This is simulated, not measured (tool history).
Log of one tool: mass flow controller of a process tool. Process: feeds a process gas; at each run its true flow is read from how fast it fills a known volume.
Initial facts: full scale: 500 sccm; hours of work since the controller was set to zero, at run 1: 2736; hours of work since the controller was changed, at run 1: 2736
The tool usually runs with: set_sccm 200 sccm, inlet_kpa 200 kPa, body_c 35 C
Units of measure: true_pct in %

run      day  set_sccm  inlet_kpa  body_c  hours of work since the controller was set to zero  hours of work since the controller was changed  true_pct
  1    0.000       200        200      35                                                2736                                            2736     99.74
  2   20.004       200        200      35                                                2962                                            2962     99.59
  3   35.050       292        200      35                                                3133                                            3133     99.68
  4   47.771       292        200      35                                                3276                                            3276     99.50
  5   56.242       292        200      35                                                3372                                            3372     99.43
  6   74.317       292        200      35                                                3577                                            3577     99.38
  7   90.400       292        200      35                                                3759                                            3759     99.11
  8  103.142       408        200      35                                                3903                                            3903     99.02
  9  117.892        86        200      35                                                4070                                            4070     98.55
 10  131.042       200        200      35                                                4218                                            4218     98.76
 11  141.779       200        200      35                                                4340                                            4340     98.64
 12  161.900       200        190      35                                                4567                                            4567     98.31
 13  178.875       200        190      35                                                4759                                            4759     98.28
 14  190.050       200        231      35                                                4886                                            4886     98.39
 15  206.900       200        231      35                                                5076                                            5076     98.30
 16  223.888       200        231      35                                                5268                                            5268     98.05
     225.700  -- controller exchanged for a calibrated one
 17  241.421       200        231      35                                                 178                                             178     97.77
 18  250.512       200        161      35                                                 281                                             281     97.53
 19  265.779       200        161      35                                                 453                                             453     97.45
 20  280.671       298        161      35                                                 622                                             622     97.33
 21  300.150       298        161      35                                                 842                                             842     97.52
 22  315.021       200        214      24                                                1010                                            1010     96.92
 23  323.233       200        214      24                                                1103                                            1103     97.01
     336.717  -- gauge calibrated
 24  337.250       114        225      24                                                1262                                            1262     99.45
 25  356.275       200        200      33                                                1477                                            1477     99.59
 26  366.696       246        273      29                                                1595                                            1595     99.80
 27  375.633       304        205      29                                                1696                                            1696     99.42
 28  388.246        63        246      38                                                1838                                            1838     99.41
 29  399.392        63        148      39                                                1965                                            1965     98.72
 30  407.979        55        230      39                                                2062                                            2062     99.12
 31  423.012        54        200      40                                                2232                                            2232     98.77
 32  431.417        54        200      40                                                2327                                            2327     98.87
 33  451.588        50        156      35                                                2555                                            2555     98.42
 34  462.812        63        270      37                                                2682                                            2682     98.82
 35  482.108       200        151      30                                                2900                                            2900     98.21
 36  501.092       200        200      27                                                3115                                            3115     98.24
 37  518.075        80        200      21                                                3307                                            3307     97.73
 38  529.000       102        268      35                                                3430                                            3430     98.23
 39  548.096       102        272      35                                                3646                                            3646     98.09
 40  559.921       102        272      35                                                3780                                            3780     98.03
 41  573.912       102        272      35                                                3938                                            3938     97.99

Branching from run 41: 5 alternative next runs. What would each branch give?
  A  593.992       146        268      25                                                4166                                            4166         ?
  B  593.992       331        272      35                                                4166                                            4166         ?
  C  593.992        69        219      35                                                4166                                            4166         ?
  D  593.992       102        272      21                                                4166                                            4166         ?
  E  593.992        54        273      35                                                4166                                            4166         ?

run  true_pct
  A     97.70
  B     98.23
  C     97.50
  D     97.56
  E     97.66
With the hidden condition removed and each run's random variation left untouched, the same runs would have given:
run  true_pct
  A     99.75
  B    100.28
  C     99.58
  D     99.63
  E     99.76
